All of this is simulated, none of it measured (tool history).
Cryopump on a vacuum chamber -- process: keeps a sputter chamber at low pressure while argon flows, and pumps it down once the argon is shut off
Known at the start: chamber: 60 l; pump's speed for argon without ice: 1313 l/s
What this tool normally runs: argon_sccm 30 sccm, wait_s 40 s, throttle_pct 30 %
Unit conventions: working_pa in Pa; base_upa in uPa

run	hour	argon_sccm	wait_s	throttle_pct	working_pa	base_upa
1	0.0	30	40	30	0.1309	4.01
2	23.8	30	40	30	0.1298	4.07
3	65.8	30	40	30	0.1327	4.14
4	91.3	30	40	30	0.1328	4.22
5	123.4	30	40	30	0.1306	4.13
6	156.5	30	40	30	0.1314	4.23
7	179.5	13	40	30	0.0577	4.35
8	207.6	30	40	30	0.1318	4.43
9	229.2	30	40	30	0.1316	4.36
10	248.3	30	40	30	0.1312	4.42
11	290.1	30	40	30	0.1314	4.46
12	321.3	30	40	30	0.1332	4.55
13	349.7	30	40	30	0.1326	4.73
14	369.0	30	40	30	0.1347	4.70
15	403.3	30	40	30	0.1359	4.70
16	421.7	30	40	39	0.1062	4.73
17	449.6	30	40	39	0.1052	4.82
18	483.1	22	57	17	0.1703	4.19
19	502.3	22	119	22	0.1328	3.44
20	521.9	27	81	22	0.1637	3.90
21	544.5	27	81	22	0.1653	3.90
22	573.9	27	81	22	0.1654	3.92
23	604.3	33	40	18	0.2475	4.96
24	638.3	26	40	30	0.1195	4.97
25	672.9	26	40	30	0.1186	5.16
26	690.9	26	47	50	0.0750	4.79
27	716.0	20	40	47	0.0615	5.21
28	747.7	30	23	39	0.1101	6.83
29	765.3	38	66	39	0.1386	4.51
30	787.2	30	46	46	0.0957	5.10
31	807.8	27	36	46	0.0860	5.74
# hour 838.2: leaking fittings of the chamber tightened, without venting
32	851.7	27	36	46	0.0863	2.61
33	883.3	23	218	30	0.1077	0.74
34	913.3	36	60	41	0.1268	1.78

Forecast each of these 4 alternatives for the next run:
A	937.8	30	37	58	?	?
B	937.8	30	40	33	?	?
C	937.8	36	60	25	?	?
D	937.8	20	76	41	?	?

run	working_pa	base_upa
A	0.0788	2.63
B	0.1302	2.47
C	0.2003	1.74
D	0.0713	1.54
With the hidden condition removed and each run's random variation left untouched, the same runs would have given:
run	working_pa	base_upa
A	0.0659	2.41
B	0.1172	2.24
C	0.1848	1.52
D	0.0628	1.31
